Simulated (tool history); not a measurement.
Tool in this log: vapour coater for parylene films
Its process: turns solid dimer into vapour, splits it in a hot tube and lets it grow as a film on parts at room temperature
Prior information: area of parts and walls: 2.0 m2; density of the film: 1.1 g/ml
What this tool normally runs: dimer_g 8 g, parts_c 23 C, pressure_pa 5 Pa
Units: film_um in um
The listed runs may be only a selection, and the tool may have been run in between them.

Run 1, hour 0: usual settings. Result: film_um 1.81 um.
Run 2, hour 21.4: usual settings. Result: film_um 1.82 um.
Run 3, hour 69.2: usual settings but parts_c 26 C. Result: film_um 1.68 um.
Run 4, hour 106.3: usual settings but parts_c 26 C. Result: film_um 1.66 um.
Run 5, hour 146.1: usual settings but parts_c 26 C. Result: film_um 1.61 um.
Run 6, hour 177.7: usual settings but parts_c 26 C. Result: film_um 1.66 um.
At hour 218.9: table's thermometer calibrated.
Run 7, hour 221.3: usual settings but parts_c 26 C. Result: film_um 1.65 um.
At hour 246: trap's valve overhauled.
Run 8, hour 254.6: usual settings but parts_c 26 C. Result: film_um 1.7 um.
Run 9, hour 275.8: usual settings but parts_c 26 C. Result: film_um 1.69 um.
Run 10, hour 296: usual settings but parts_c 26 C. Result: film_um 1.68 um.
Run 11, hour 331.5: usual settings but parts_c 26 C. Result: film_um 1.66 um.
Run 12, hour 370: usual settings but parts_c 26 C. Result: film_um 1.68 um.
Run 13, hour 399.4: usual settings but parts_c 26 C. Result: film_um 1.71 um.
Run 14, hour 431.6: usual settings but parts_c 15 C. Result: film_um 2.36 um.
Run 15, hour 455.3: usual settings but parts_c 15 C. Result: film_um 2.32 um.
Run 16, hour 493.8: usual settings. Result: film_um 1.8 um.
At hour 518: trap's valve overhauled.
Run 17, hour 542: usual settings. Result: film_um 1.8 um.
Run 18, hour 562.5: usual settings. Result: film_um 1.82 um.
Run 19, hour 605.2: usual settings but dimer_g 7 g, parts_c 28 C, pressure_pa 6.12 Pa. Result: film_um 1.33 um.
Run 20, hour 626: usual settings but dimer_g 7 g, parts_c 28 C, pressure_pa 6.12 Pa. Result: film_um 1.37 um.
Run 21, hour 652.5: usual settings but dimer_g 6 g, parts_c 22 C, pressure_pa 3.15 Pa. Result: film_um 1.47 um.
Run 22, hour 696.4: usual settings but pressure_pa 2.34 Pa. Result: film_um 2.05 um.
Run 23, hour 741.9: usual settings but pressure_pa 2.34 Pa. Result: film_um 1.92 um.
At hour 791: trap's valve overhauled.
Run 24, hour 791: usual settings but dimer_g 4 g, parts_c 24 C, pressure_pa 3.77 Pa. Result: film_um 0.91 um.
Run 25, hour 833.9: usual settings but parts_c 20 C, pressure_pa 4.63 Pa. Result: film_um 2.01 um.
Run 26, hour 875.4: usual settings but dimer_g 5 g, parts_c 29 C, pressure_pa 4.63 Pa. Result: film_um 0.96 um.
Run 27, hour 898: usual settings but dimer_g 3 g, parts_c 30 C. Result: film_um 0.56 um.
Run 28, hour 935.9: usual settings but dimer_g 4 g, parts_c 30 C. Result: film_um 0.72 um.
Run 29, hour 983.6: usual settings but dimer_g 10 g, parts_c 28 C. Result: film_um 1.92 um.
Run 30, hour 1030.1: usual settings but dimer_g 10 g, parts_c 28 C. Result: film_um 2.02 um.

What does the tool deliver on the next run?
Run 31, hour 1056.6: usual settings but parts_c 18 C, pressure_pa 7.7 Pa. Result: film_um ?.

film_um: 2.01 um
With no hidden state in the tool, this same run would have given film_um 2.02 um.

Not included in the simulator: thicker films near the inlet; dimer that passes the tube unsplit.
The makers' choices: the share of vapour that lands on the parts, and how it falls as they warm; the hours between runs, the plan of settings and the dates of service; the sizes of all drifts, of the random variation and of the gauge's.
